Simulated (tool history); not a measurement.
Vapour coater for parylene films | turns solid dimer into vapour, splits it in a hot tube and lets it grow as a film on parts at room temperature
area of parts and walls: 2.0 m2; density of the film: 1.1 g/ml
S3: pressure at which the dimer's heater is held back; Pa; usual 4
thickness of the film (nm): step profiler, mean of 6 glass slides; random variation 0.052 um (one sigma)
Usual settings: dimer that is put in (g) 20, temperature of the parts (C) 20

{"run": 1, "hour": 0.0, "dimer that is put in (g)": 20, "temperature of the parts (C)": 20, "S3": 4, "thickness of the film (nm)": 5510}
{"run": 2, "hour": 29.5, "dimer that is put in (g)": 20, "temperature of the parts (C)": 20, "S3": 4, "thickness of the film (nm)": 5420}
{"run": 3, "hour": 47.8, "dimer that is put in (g)": 23, "temperature of the parts (C)": 20, "S3": 4, "thickness of the film (nm)": 6240}
{"run": 4, "hour": 76.3, "dimer that is put in (g)": 23, "temperature of the parts (C)": 20, "S3": 4, "thickness of the film (nm)": 6260}
{"run": 5, "hour": 115.7, "dimer that is put in (g)": 9, "temperature of the parts (C)": 20, "S3": 4, "thickness of the film (nm)": 2370}
{"run": 6, "hour": 145.5, "dimer that is put in (g)": 9, "temperature of the parts (C)": 20, "S3": 4, "thickness of the film (nm)": 2430}
{"run": 7, "hour": 164.1, "dimer that is put in (g)": 9, "temperature of the parts (C)": 16, "S3": 4, "thickness of the film (nm)": 2720}
{"hour": 183.6, "done": "trap's valve overhauled"}
{"run": 8, "hour": 204.2, "dimer that is put in (g)": 9, "temperature of the parts (C)": 16, "S3": 4, "thickness of the film (nm)": 3030}
{"run": 9, "hour": 239.0, "dimer that is put in (g)": 20, "temperature of the parts (C)": 20, "S3": 4, "thickness of the film (nm)": 5900}
{"run": 10, "hour": 262.4, "dimer that is put in (g)": 20, "temperature of the parts (C)": 20, "S3": 4, "thickness of the film (nm)": 5950}
{"run": 11, "hour": 285.9, "dimer that is put in (g)": 20, "temperature of the parts (C)": 20, "S3": 4, "thickness of the film (nm)": 5810}
{"run": 12, "hour": 314.3, "dimer that is put in (g)": 20, "temperature of the parts (C)": 20, "S3": 2.07, "thickness of the film (nm)": 6340}
{"run": 13, "hour": 342.0, "dimer that is put in (g)": 20, "temperature of the parts (C)": 20, "S3": 4, "thickness of the film (nm)": 5730}
{"run": 14, "hour": 368.1, "dimer that is put in (g)": 20, "temperature of the parts (C)": 20, "S3": 4, "thickness of the film (nm)": 5810}
{"run": 15, "hour": 407.9, "dimer that is put in (g)": 20, "temperature of the parts (C)": 20, "S3": 4, "thickness of the film (nm)": 5590}
{"run": 16, "hour": 450.0, "dimer that is put in (g)": 20, "temperature of the parts (C)": 20, "S3": 4, "thickness of the film (nm)": 5700}
{"run": 17, "hour": 488.1, "dimer that is put in (g)": 20, "temperature of the parts (C)": 20, "S3": 4, "thickness of the film (nm)": 5670}
{"run": 18, "hour": 522.4, "dimer that is put in (g)": 20, "temperature of the parts (C)": 20, "S3": 4.61, "thickness of the film (nm)": 5400}

Forecast run 19:
{"run": 19, "hour": 543.7, "dimer that is put in (g)": 20, "temperature of the parts (C)": 28, "S3": 5.44, "thickness of the film (nm)": "?"}

Run 19 gave thickness of the film (nm) 4080.
Without the tool's hidden state the same run would have given thickness of the film (nm) 4420.
